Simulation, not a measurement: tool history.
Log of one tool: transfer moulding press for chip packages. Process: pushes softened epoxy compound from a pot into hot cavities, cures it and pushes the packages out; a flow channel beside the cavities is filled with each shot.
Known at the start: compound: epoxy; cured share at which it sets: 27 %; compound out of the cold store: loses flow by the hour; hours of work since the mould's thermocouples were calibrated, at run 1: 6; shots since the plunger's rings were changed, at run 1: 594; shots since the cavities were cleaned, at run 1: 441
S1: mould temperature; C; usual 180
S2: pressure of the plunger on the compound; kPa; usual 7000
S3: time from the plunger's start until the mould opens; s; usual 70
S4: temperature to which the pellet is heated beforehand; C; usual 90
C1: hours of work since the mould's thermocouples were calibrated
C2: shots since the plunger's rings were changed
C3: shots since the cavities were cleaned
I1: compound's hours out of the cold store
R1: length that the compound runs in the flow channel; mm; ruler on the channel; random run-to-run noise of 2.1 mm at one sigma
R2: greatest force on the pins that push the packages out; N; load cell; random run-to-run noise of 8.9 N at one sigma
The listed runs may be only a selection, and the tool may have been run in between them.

run	day	S1	S2	S3	S4	C1	C2	C3	I1	R1	R2
1	0	180	7000	70	90	6	594	441	22	679	518
# day 0.504: cavities cleaned with cleaning compound and waxed
2	0.883	180	7000	55	90	22	929	155	38.5	647	733
3	1.592	180	7000	55	90	35	1218	444	38	639	791
# day 2.083: cavities cleaned with cleaning compound and waxed
4	2.475	180	7000	70	90	51	1552	160	27.6	657	449
5	3.046	180	7000	70	92	62	1786	394	41.8	625	480
# day 3.667: cavities cleaned with cleaning compound and waxed
6	3.688	180	7000	70	92	73	2021	8	24.4	662	389
7	4.425	180	7000	74	92	87	2323	310	33.9	639	440
# day 5.242: cavities cleaned with cleaning compound and waxed
8	5.242	180	7000	74	92	101	2631	0	41.8	617	354
9	5.829	180	7000	74	92	112	2871	240	17.8	664	438
10	6.571	180	7000	70	94	126	3174	543	38	623	514
# day 6.825: cavities cleaned with cleaning compound and waxed
# day 6.983: plunger's sealing rings changed
11	7.329	180	7000	70	90	138	142	164	17.1	693	445
12	8.004	180	7000	70	95	150	417	439	40.8	642	510
# day 8.5: cavities cleaned with cleaning compound and waxed
13	8.571	180	7000	70	95	160	623	29	31.3	661	407
14	9.208	183	7000	70	90	172	884	290	44.1	627	419
15	9.662	183	7000	70	90	181	1068	474	39	635	438
# day 10.117: cavities cleaned with cleaning compound and waxed
16	10.508	180	8030	70	81	196	1388	160	44.1	673	442
17	11.217	178	6530	51	81	209	1676	448	15.4	665	1204
# day 11.712: cavities cleaned with cleaning compound and waxed
18	11.762	178	6530	51	81	218	1874	19	21.5	653	960
19	12.467	180	6920	70	90	232	2162	307	34.9	637	464
20	13.067	180	6040	62	90	243	2407	552	36.5	587	643
# day 13.312: cavities cleaned with cleaning compound and waxed
21	13.712	180	6080	70	90	254	2645	164	23.5	612	452
22	14.421	180	6080	70	90	268	2935	454	20.9	617	511
# day 14.896: cavities cleaned with cleaning compound and waxed
23	15.162	180	6080	70	90	280	3211	109	38.5	582	418
# day 15.417: plunger's sealing rings changed
24	16.067	180	6080	69	91	296	265	435	33.7	610	501
# day 16.575: cavities cleaned with cleaning compound and waxed
25	16.675	185	7860	70	90	306	488	41	16.2	727	343

Run 26 is up next; what results do you expect?
26	17.308	185	7860	70	90	318	747	300	9.4	?	?

{"run 26": {"R1": 736, "R2": 391}}
The same run, on a tool lacking any hidden state, would have yielded R1 743 mm, R2 319 N.

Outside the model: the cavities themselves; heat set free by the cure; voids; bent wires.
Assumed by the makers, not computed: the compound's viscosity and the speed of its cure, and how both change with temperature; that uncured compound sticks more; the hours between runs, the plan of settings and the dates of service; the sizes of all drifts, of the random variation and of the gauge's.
